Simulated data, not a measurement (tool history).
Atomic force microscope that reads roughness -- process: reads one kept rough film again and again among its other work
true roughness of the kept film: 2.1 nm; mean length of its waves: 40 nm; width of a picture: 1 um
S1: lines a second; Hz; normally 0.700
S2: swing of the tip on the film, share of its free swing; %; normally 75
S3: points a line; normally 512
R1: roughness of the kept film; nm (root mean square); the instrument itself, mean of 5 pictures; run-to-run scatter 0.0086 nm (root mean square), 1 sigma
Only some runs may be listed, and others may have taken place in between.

| run | hour | S1 | S2 | S3 | R1 |
|---|---|---|---|---|---|
| 1 | 0.0 | 0.700 | 75 | 512 | 1.889 |
| 2 | 70.7 | 0.700 | 75 | 512 | 1.876 |
| 3 | 132.4 | 0.700 | 70 | 512 | 1.864 |
| 4 | 178.2 | 0.700 | 70 | 512 | 1.857 |
| 5 | 247.3 | 0.700 | 70 | 512 | 1.835 |
| 6 | 319.1 | 0.762 | 75 | 512 | 1.782 |
|  | 330.5 | new tip fitted |
| 7 | 359.9 | 0.700 | 61 | 512 | 1.945 |
| 8 | 424.8 | 0.700 | 59 | 512 | 1.931 |
| 9 | 501.2 | 0.700 | 75 | 512 | 1.830 |
| 10 | 586.5 | 0.700 | 75 | 512 | 1.807 |
| 11 | 660.0 | 0.700 | 75 | 512 | 1.775 |
|  | 672.1 | new tip fitted |
| 12 | 745.8 | 0.700 | 75 | 512 | 1.860 |
|  | 753.0 | height scale calibrated on a step standard |
| 13 | 790.8 | 0.700 | 75 | 512 | 1.848 |
| 14 | 857.4 | 0.700 | 75 | 512 | 1.828 |
| 15 | 899.2 | 0.700 | 75 | 512 | 1.799 |
| 16 | 969.5 | 0.700 | 75 | 461 | 1.776 |
| 17 | 1009.8 | 0.700 | 75 | 461 | 1.775 |
|  | 1014.0 | new tip fitted |
| 18 | 1058.7 | 1.014 | 75 | 408 | 1.828 |
| 19 | 1143.0 | 0.700 | 75 | 281 | 1.842 |
|  | 1177.8 | height scale calibrated on a step standard, once more |
| 20 | 1185.4 | 0.700 | 75 | 281 | 1.824 |
| 21 | 1241.0 | 3.372 | 75 | 361 | 1.483 |
| 22 | 1301.9 | 3.372 | 75 | 361 | 1.464 |
| 23 | 1336.3 | 0.516 | 75 | 337 | 1.811 |
|  | 1355.5 | new tip fitted |
| 24 | 1397.6 | 0.700 | 63 | 504 | 1.945 |
| 25 | 1467.5 | 0.700 | 63 | 504 | 1.896 |
| 26 | 1529.2 | 0.700 | 63 | 504 | 1.885 |
| 27 | 1563.6 | 0.700 | 63 | 504 | 1.863 |
| 28 | 1599.9 | 0.700 | 67 | 447 | 1.850 |
| 29 | 1651.4 | 0.700 | 67 | 447 | 1.824 |
| 30 | 1687.5 | 0.792 | 64 | 326 | 1.809 |
|  | 1698.5 | new tip fitted |
| 31 | 1762.2 | 0.648 | 86 | 864 | 1.815 |
| 32 | 1805.6 | 0.648 | 86 | 864 | 1.795 |
| 33 | 1845.8 | 2.967 | 75 | 512 | 1.545 |

Below are 4 alternative next runs, each starting from the tool's condition after run 33. Predict each:
| A | 1892.8 | 3.189 | 75 | 512 | ? |
| B | 1892.8 | 2.598 | 75 | 797 | ? |
| C | 1892.8 | 2.967 | 62 | 512 | ? |
| D | 1892.8 | 1.636 | 75 | 523 | ? |

| run | R1 |
|---|---|
| A | 1.520 |
| B | 1.577 |
| C | 1.723 |
| D | 1.704 |
The same runs, with their run-to-run variation unchanged, on a tool lacking any hidden condition would have given:
| run | R1 |
|---|---|
| A | 1.589 |
| B | 1.649 |
| C | 1.801 |
| D | 1.781 |
